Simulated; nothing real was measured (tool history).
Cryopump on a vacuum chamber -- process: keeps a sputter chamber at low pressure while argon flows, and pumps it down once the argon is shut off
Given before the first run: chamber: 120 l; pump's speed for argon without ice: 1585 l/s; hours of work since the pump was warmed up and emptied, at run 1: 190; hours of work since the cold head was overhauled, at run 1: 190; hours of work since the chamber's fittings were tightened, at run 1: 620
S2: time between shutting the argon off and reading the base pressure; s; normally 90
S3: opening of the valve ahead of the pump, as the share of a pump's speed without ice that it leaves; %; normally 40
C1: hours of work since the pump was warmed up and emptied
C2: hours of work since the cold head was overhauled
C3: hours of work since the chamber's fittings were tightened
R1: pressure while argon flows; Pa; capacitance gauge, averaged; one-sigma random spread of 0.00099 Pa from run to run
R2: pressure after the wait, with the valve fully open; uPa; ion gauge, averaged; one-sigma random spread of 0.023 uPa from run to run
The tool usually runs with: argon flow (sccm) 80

run 1 hour=0 | argon_flow_(sccm)=80 S2=90 S3=40 | C1=190 C2=190 C3=620 | R1=0.224 R2=0.97
run 2 hour=23.5 | argon_flow_(sccm)=80 S2=90 S3=40 | C1=200 C2=200 C3=631 | R1=0.2228 R2=0.96
run 3 hour=75.2 | argon_flow_(sccm)=80 S2=90 S3=40 | C1=223 C2=223 C3=654 | R1=0.2244 R2=0.99
run 4 hour=125.3 | argon_flow_(sccm)=80 S2=90 S3=40 | C1=246 C2=246 C3=676 | R1=0.2258 R2=0.97
run 5 hour=159.2 | argon_flow_(sccm)=80 S2=90 S3=40 | C1=261 C2=261 C3=691 | R1=0.2256 R2=1.02
run 6 hour=198.6 | argon_flow_(sccm)=80 S2=90 S3=40 | C1=279 C2=279 C3=709 | R1=0.2277 R2=1
run 7 hour=232.4 | argon_flow_(sccm)=80 S2=90 S3=40 | C1=294 C2=294 C3=724 | R1=0.2288 R2=1.02
run 8 hour=276.1 | argon_flow_(sccm)=128 S2=90 S3=40 | C1=313 C2=313 C3=744 | R1=0.367 R2=1.02
run 9 hour=326.6 | argon_flow_(sccm)=128 S2=90 S3=40 | C1=336 C2=336 C3=766 | R1=0.3701 R2=1.1
run 10 hour=373.9 | argon_flow_(sccm)=128 S2=90 S3=40 | C1=357 C2=357 C3=788 | R1=0.3725 R2=1.05
run 11 hour=406.6 | argon_flow_(sccm)=128 S2=90 S3=40 | C1=372 C2=372 C3=802 | R1=0.3726 R2=1.05
run 12 hour=455 | argon_flow_(sccm)=128 S2=90 S3=55 | C1=393 C2=393 C3=824 | R1=0.2817 R2=1.06
run 13 hour=483.4 | argon_flow_(sccm)=128 S2=90 S3=55 | C1=406 C2=406 C3=837 | R1=0.2845 R2=1.1
run 14 hour=522.7 | argon_flow_(sccm)=128 S2=90 S3=55 | C1=424 C2=424 C3=854 | R1=0.2864 R2=1.17
run 15 hour=570.8 | argon_flow_(sccm)=47 S2=90 S3=17 | C1=445 C2=445 C3=876 | R1=0.3105 R2=1.08
run 16 hour=610.7 | argon_flow_(sccm)=47 S2=90 S3=17 | C1=463 C2=463 C3=894 | R1=0.3114 R2=1.12
run 17 hour=637.8 | argon_flow_(sccm)=61 S2=47 S3=40 | C1=475 C2=475 C3=906 | R1=0.1854 R2=1.67
run 18 hour=662.5 | argon_flow_(sccm)=61 S2=277 S3=40 | C1=486 C2=486 C3=917 | R1=0.1856 R2=0.71
run 19 hour=698.5 | argon_flow_(sccm)=80 S2=214 S3=22 | C1=502 C2=502 C3=933 | R1=0.4185 R2=0.8
run 20 hour=734.6 | argon_flow_(sccm)=51 S2=192 S3=20 | C1=519 C2=519 C3=949 | R1=0.2939 R2=0.84
run 21 hour=766.6 | argon_flow_(sccm)=67 S2=90 S3=31 | C1=533 C2=533 C3=963 | R1=0.2601 R2=1.17
run 22 hour=804.1 | argon_flow_(sccm)=92 S2=220 S3=22 | C1=550 C2=550 C3=980 | R1=0.4878 R2=0.81
run 23 hour=846.3 | argon_flow_(sccm)=96 S2=91 S3=18 | C1=569 C2=569 C3=999 | R1=0.6147 R2=1.21
run 24 hour=882.3 | argon_flow_(sccm)=53 S2=36 S3=16 | C1=585 C2=585 C3=1015 | R1=0.3784 R2=2.13
run 25 hour=912.6 | argon_flow_(sccm)=80 S2=90 S3=24 | C1=598 C2=598 C3=1029 | R1=0.3947 R2=1.23

Selected run-to-run steps in R1, each split into two signed amounts: the part the tool would show with no hidden state at all (from settings, incoming material and random variation), and the remainder, which goes to the hidden state together with any gauge scatter not common to the measured and the hidden-state-free results:
The tool's hidden condition here consists of: pump's speed, % of a pump's without ice; cold plate's temperature, K; leak into the chamber, uPa l/s; drift of the gauge itself on working_pa, %; drift of the gauge itself on base_upa, %.
Run 14 -> 15: argon flow (sccm) 128 -> 47, S3 55 -> 17. R1 +0.0241 Pa: hidden state -0.024, all else +0.0481.
Run 18 -> 19: argon flow (sccm) 61 -> 80, S2 277 -> 214, S3 40 -> 22. R1 +0.2329 Pa: hidden state +0.0081, all else +0.2248.
Run 23 -> 24: argon flow (sccm) 96 -> 53, S2 91 -> 36, S3 18 -> 16. R1 -0.2363 Pa: hidden state -0.0188, all else -0.2175.
